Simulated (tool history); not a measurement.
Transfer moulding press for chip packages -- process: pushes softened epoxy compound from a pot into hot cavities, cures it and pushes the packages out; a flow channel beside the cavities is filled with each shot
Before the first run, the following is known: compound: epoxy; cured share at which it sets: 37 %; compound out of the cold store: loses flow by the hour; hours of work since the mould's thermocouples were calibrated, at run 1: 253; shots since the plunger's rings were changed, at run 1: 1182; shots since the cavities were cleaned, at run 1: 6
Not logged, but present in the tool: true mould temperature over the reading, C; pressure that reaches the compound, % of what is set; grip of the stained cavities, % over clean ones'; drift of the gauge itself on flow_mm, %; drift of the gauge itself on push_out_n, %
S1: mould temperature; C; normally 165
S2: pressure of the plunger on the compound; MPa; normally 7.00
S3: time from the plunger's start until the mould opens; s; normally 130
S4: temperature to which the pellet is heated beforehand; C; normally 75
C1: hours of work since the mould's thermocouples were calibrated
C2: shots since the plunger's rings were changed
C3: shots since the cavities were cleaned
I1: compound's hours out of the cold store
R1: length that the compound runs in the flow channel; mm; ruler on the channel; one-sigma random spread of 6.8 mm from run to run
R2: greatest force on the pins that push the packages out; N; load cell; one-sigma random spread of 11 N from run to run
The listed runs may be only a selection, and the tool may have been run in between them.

| run | hour | S1 | S2 | S3 | S4 | C1 | C2 | C3 | I1 | R1 | R2 |
|---|---|---|---|---|---|---|---|---|---|---|---|
| 1 | 0.0 | 165 | 7.00 | 130 | 75 | 253 | 1182 | 6 | 36.3 | 765 | 558 |
| 2 | 24.7 | 165 | 7.00 | 145 | 75 | 272 | 1444 | 268 | 30.6 | 764 | 718 |
| 3 | 46.4 | 165 | 7.00 | 145 | 75 | 288 | 1675 | 499 | 37.3 | 728 | 817 |
| 4 | 62.1 | 165 | 7.00 | 145 | 75 | 300 | 1842 | 666 | 17.1 | 791 | 928 |
| 5 | 80.2 | 165 | 7.00 | 130 | 75 | 314 | 2033 | 857 | 31.9 | 754 | 1052 |
| 6 | 109.4 | 165 | 7.00 | 114 | 75 | 336 | 2343 | 1167 | 41.2 | 717 | 1298 |
|  | 114.0 | cavities cleaned with cleaning compound and waxed |
|  | 141.2 | plunger's sealing rings changed |
| 7 | 148.0 | 165 | 7.00 | 114 | 75 | 363 | 71 | 334 | 43.5 | 745 | 952 |
| 8 | 167.4 | 165 | 7.00 | 114 | 75 | 377 | 278 | 541 | 13.5 | 849 | 1214 |
|  | 171.2 | mould's thermocouples calibrated |
| 9 | 184.8 | 165 | 7.00 | 114 | 75 | 10 | 441 | 704 | 25.0 | 794 | 1251 |
| 10 | 207.7 | 165 | 7.00 | 130 | 75 | 28 | 685 | 948 | 45.2 | 740 | 1054 |
|  | 231.9 | cavities cleaned with cleaning compound and waxed |
| 11 | 232.2 | 165 | 7.00 | 130 | 75 | 45 | 928 | 3 | 9.2 | 853 | 580 |
| 12 | 251.0 | 165 | 7.00 | 130 | 75 | 60 | 1128 | 203 | 36.3 | 750 | 754 |
| 13 | 269.1 | 165 | 7.00 | 130 | 75 | 73 | 1321 | 396 | 13.8 | 838 | 933 |
| 14 | 285.0 | 165 | 7.00 | 130 | 75 | 85 | 1489 | 564 | 38.6 | 742 | 969 |
| 15 | 313.0 | 165 | 7.00 | 130 | 75 | 107 | 1787 | 862 | 43.5 | 708 | 1056 |
|  | 324.5 | mould's thermocouples calibrated, once more |
|  | 347.5 | cavities cleaned with cleaning compound and waxed |
| 16 | 347.5 | 165 | 7.00 | 130 | 75 | 16 | 2115 | 0 | 34.0 | 728 | 512 |
| 17 | 363.8 | 171 | 7.00 | 130 | 67 | 29 | 2289 | 174 | 44.9 | 685 | 606 |
|  | 399.3 | plunger's sealing rings changed |
| 18 | 401.7 | 161 | 7.00 | 157 | 67 | 56 | 24 | 549 | 33.6 | 790 | 889 |
| 19 | 435.2 | 161 | 7.00 | 157 | 67 | 81 | 380 | 905 | 19.9 | 835 | 988 |
| 20 | 454.9 | 161 | 7.00 | 157 | 65 | 96 | 589 | 1114 | 26.9 | 811 | 1080 |
|  | 465.2 | cavities cleaned with cleaning compound and waxed |
| 21 | 483.1 | 158 | 6.69 | 157 | 65 | 116 | 873 | 191 | 25.1 | 807 | 830 |
| 22 | 500.5 | 172 | 7.64 | 161 | 72 | 130 | 1058 | 376 | 28.7 | 805 | 713 |
| 23 | 528.5 | 172 | 7.64 | 161 | 72 | 151 | 1354 | 672 | 36.5 | 758 | 822 |
| 24 | 555.2 | 172 | 7.64 | 161 | 72 | 171 | 1639 | 957 | 32.8 | 767 | 858 |
|  | 577.9 | cavities cleaned with cleaning compound and waxed |
| 25 | 589.0 | 160 | 5.63 | 113 | 71 | 196 | 1981 | 117 | 22.5 | 723 | 1247 |
| 26 | 618.4 | 163 | 7.30 | 114 | 77 | 218 | 2294 | 430 | 37.7 | 753 | 1213 |
| 27 | 640.9 | 163 | 7.30 | 114 | 77 | 235 | 2532 | 668 | 32.2 | 753 | 1326 |
|  | 653.5 | plunger's sealing rings changed |
| 28 | 661.7 | 163 | 5.96 | 114 | 83 | 249 | 87 | 862 | 17.1 | 767 | 1514 |
| 29 | 678.4 | 165 | 7.00 | 141 | 75 | 262 | 265 | 1040 | 40.7 | 738 | 1007 |

Measured minus without-hidden-state, run by run (identical run-to-run variation in each term; gauge scatter may differ):
| run | R1 | R2 |
|---|---|---|
| 1 | -19 | +25 |
| 2 | -24 | +237 |
| 3 | -26 | +341 |
| 4 | -30 | +429 |
| 5 | -32 | +522 |
| 6 | -35 | +675 |
| 7 | -2 | +345 |
| 8 | -6 | +531 |
| 9 | -7 | +598 |
| 10 | -10 | +530 |
| 11 | -15 | +26 |
| 12 | -16 | +233 |
| 13 | -21 | +383 |
| 14 | -21 | +439 |
| 15 | -25 | +530 |
| 16 | -33 | +11 |
| 17 | -34 | +150 |
| 18 | -2 | +382 |
| 19 | -7 | +481 |
| 20 | -10 | +547 |
| 21 | -15 | +223 |
| 22 | -18 | +263 |
| 23 | -21 | +375 |
| 24 | -26 | +423 |
| 25 | -29 | +287 |
| 26 | -35 | +496 |
| 27 | -40 | +621 |
| 28 | -1 | +750 |
| 29 | -4 | +510 |

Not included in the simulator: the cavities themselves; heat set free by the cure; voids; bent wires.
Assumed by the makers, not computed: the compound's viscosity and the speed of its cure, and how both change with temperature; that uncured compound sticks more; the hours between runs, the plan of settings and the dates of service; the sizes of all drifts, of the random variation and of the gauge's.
